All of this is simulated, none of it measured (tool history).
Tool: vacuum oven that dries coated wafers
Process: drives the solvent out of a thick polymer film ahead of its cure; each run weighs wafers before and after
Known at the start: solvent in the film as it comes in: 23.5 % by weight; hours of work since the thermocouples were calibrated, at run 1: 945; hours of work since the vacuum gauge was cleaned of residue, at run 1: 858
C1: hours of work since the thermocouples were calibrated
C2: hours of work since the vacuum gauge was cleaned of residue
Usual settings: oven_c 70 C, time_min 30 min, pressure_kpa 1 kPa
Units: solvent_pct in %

run 1 day=0 | oven_c=70 time_min=30 pressure_kpa=1 | C1=945 C2=858 | solvent_pct=4.04
run 2 day=1.617 | oven_c=70 time_min=30 pressure_kpa=1 | C1=966 C2=878 | solvent_pct=4.21
run 3 day=4.212 | oven_c=70 time_min=30 pressure_kpa=1 | C1=998 C2=911 | solvent_pct=4.09
run 4 day=5.65 | oven_c=70 time_min=30 pressure_kpa=1 | C1=1016 C2=929 | solvent_pct=4.01
run 5 day=7.038 | oven_c=70 time_min=42 pressure_kpa=1 | C1=1033 C2=946 | solvent_pct=2.67
run 6 day=8.746 | oven_c=70 time_min=42 pressure_kpa=1 | C1=1055 C2=968 | solvent_pct=2.61
run 7 day=11.138 | oven_c=70 time_min=30 pressure_kpa=1 | C1=1085 C2=997 | solvent_pct=4.21
run 8 day=12.604 | oven_c=70 time_min=30 pressure_kpa=1.6 | C1=1103 C2=1016 | solvent_pct=4.53
run 9 day=14.146 | oven_c=70 time_min=30 pressure_kpa=1.6 | C1=1122 C2=1035 | solvent_pct=4.58
run 10 day=15.742 | oven_c=70 time_min=30 pressure_kpa=1.6 | C1=1142 C2=1055 | solvent_pct=4.66
run 11 day=18.15 | oven_c=76 time_min=30 pressure_kpa=1.6 | C1=1172 C2=1085 | solvent_pct=2.58
run 12 day=20.15 | oven_c=79 time_min=30 pressure_kpa=1 | C1=1197 C2=1110 | solvent_pct=1.56
run 13 day=21.725 | oven_c=76 time_min=23 pressure_kpa=1.33 | C1=1217 C2=1130 | solvent_pct=3.48
run 14 day=23.654 | oven_c=77 time_min=37 pressure_kpa=0.68 | C1=1241 C2=1154 | solvent_pct=1.34
-- day=23.854 vacuum gauge cleaned of residue and calibrated
run 15 day=26.358 | oven_c=77 time_min=37 pressure_kpa=0.68 | C1=1274 C2=31 | solvent_pct=1.41
run 16 day=29.412 | oven_c=70 time_min=24 pressure_kpa=1 | C1=1312 C2=69 | solvent_pct=6.1
run 17 day=31.938 | oven_c=64 time_min=17 pressure_kpa=1 | C1=1344 C2=101 | solvent_pct=11.11
-- day=32.583 vacuum gauge cleaned of residue and calibrated, once more
run 18 day=35.008 | oven_c=70 time_min=17 pressure_kpa=3.79 | C1=1381 C2=30 | solvent_pct=9.17
run 19 day=38.083 | oven_c=79 time_min=21 pressure_kpa=0.98 | C1=1420 C2=69 | solvent_pct=2.44
run 20 day=40.871 | oven_c=70 time_min=30 pressure_kpa=0.91 | C1=1455 C2=104 | solvent_pct=4.05
run 21 day=43.708 | oven_c=81 time_min=53 pressure_kpa=1 | C1=1490 C2=139 | solvent_pct=0.56

Some steps in solvent_pct between neighbouring runs. How much of each would the tool show without its hidden state too (settings, what came in, random variation), and how much is left for the hidden state, with any gauge scatter that isn't in both results?
The hidden state here: true wafer temperature over the reading, C; true pressure over the reading, kPa; drift of the gauge itself on solvent_pct, %.
Run 15 -> 16: oven_c 77 -> 70, time_min 37 -> 24, pressure_kpa 0.68 -> 1. solvent_pct +4.69 %: hidden state +0.9, all else +3.79.
Run 16 -> 17: oven_c 70 -> 64, time_min 24 -> 17. solvent_pct +5.01 %: hidden state +0.02, all else +4.99.
Run 18 -> 19: oven_c 70 -> 79, time_min 17 -> 21, pressure_kpa 3.79 -> 0.98. solvent_pct -6.73 %: hidden state -0.59, all else -6.14.
Run 20 -> 21: oven_c 70 -> 81, time_min 30 -> 53, pressure_kpa 0.91 -> 1. solvent_pct -3.49 %: hidden state -0.96, all else -2.53.
